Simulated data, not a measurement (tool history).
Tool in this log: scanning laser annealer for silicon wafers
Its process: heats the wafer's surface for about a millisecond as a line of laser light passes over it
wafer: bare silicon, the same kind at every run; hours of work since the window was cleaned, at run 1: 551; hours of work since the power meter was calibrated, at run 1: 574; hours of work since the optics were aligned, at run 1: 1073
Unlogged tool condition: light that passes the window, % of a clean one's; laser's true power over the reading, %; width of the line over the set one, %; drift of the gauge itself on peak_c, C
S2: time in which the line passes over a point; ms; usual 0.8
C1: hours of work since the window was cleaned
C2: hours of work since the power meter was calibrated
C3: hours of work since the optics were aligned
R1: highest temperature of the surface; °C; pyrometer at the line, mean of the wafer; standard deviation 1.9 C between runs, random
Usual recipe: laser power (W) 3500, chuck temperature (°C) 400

{"run": 1, "hour": 0.0, "laser power (W)": 3500, "S2": 0.8, "chuck temperature (°C)": 400, "C1": 551, "C2": 574, "C3": 1073, "R1": 1084}
{"run": 2, "hour": 34.2, "laser power (W)": 3500, "S2": 0.8, "chuck temperature (°C)": 400, "C1": 572, "C2": 596, "C3": 1094, "R1": 1079}
{"run": 3, "hour": 77.9, "laser power (W)": 3500, "S2": 0.8, "chuck temperature (°C)": 400, "C1": 600, "C2": 623, "C3": 1122, "R1": 1082}
{"run": 4, "hour": 98.6, "laser power (W)": 3500, "S2": 0.8, "chuck temperature (°C)": 400, "C1": 613, "C2": 636, "C3": 1135, "R1": 1082}
{"run": 5, "hour": 137.4, "laser power (W)": 3500, "S2": 0.8, "chuck temperature (°C)": 400, "C1": 637, "C2": 660, "C3": 1159, "R1": 1077}
{"run": 6, "hour": 171.3, "laser power (W)": 3500, "S2": 0.8, "chuck temperature (°C)": 400, "C1": 658, "C2": 682, "C3": 1180, "R1": 1079}
{"run": 7, "hour": 216.5, "laser power (W)": 3500, "S2": 0.8, "chuck temperature (°C)": 400, "C1": 687, "C2": 710, "C3": 1209, "R1": 1082}
{"hour": 223.9, "done": "optics aligned, line set to its width"}
{"run": 8, "hour": 255.5, "laser power (W)": 3500, "S2": 0.8, "chuck temperature (°C)": 400, "C1": 708, "C2": 731, "C3": 20, "R1": 1079}
{"run": 9, "hour": 282.2, "laser power (W)": 3500, "S2": 0.979, "chuck temperature (°C)": 400, "C1": 725, "C2": 748, "C3": 37, "R1": 1139}
{"run": 10, "hour": 306.8, "laser power (W)": 3720, "S2": 0.593, "chuck temperature (°C)": 392, "C1": 740, "C2": 764, "C3": 52, "R1": 1023}

Run 11 has not been measured yet. What should we expect?
{"hour": 326.1, "done": "optics aligned, line set to its width, once more"}
{"run": 11, "hour": 346.9, "laser power (W)": 3784, "S2": 0.8, "chuck temperature (°C)": 400, "C1": 762, "C2": 786, "C3": 13, "R1": "?"}

Run 11 came out at R1 1148 °C.
Without the tool's hidden state the same run would have given R1 1184 °C.

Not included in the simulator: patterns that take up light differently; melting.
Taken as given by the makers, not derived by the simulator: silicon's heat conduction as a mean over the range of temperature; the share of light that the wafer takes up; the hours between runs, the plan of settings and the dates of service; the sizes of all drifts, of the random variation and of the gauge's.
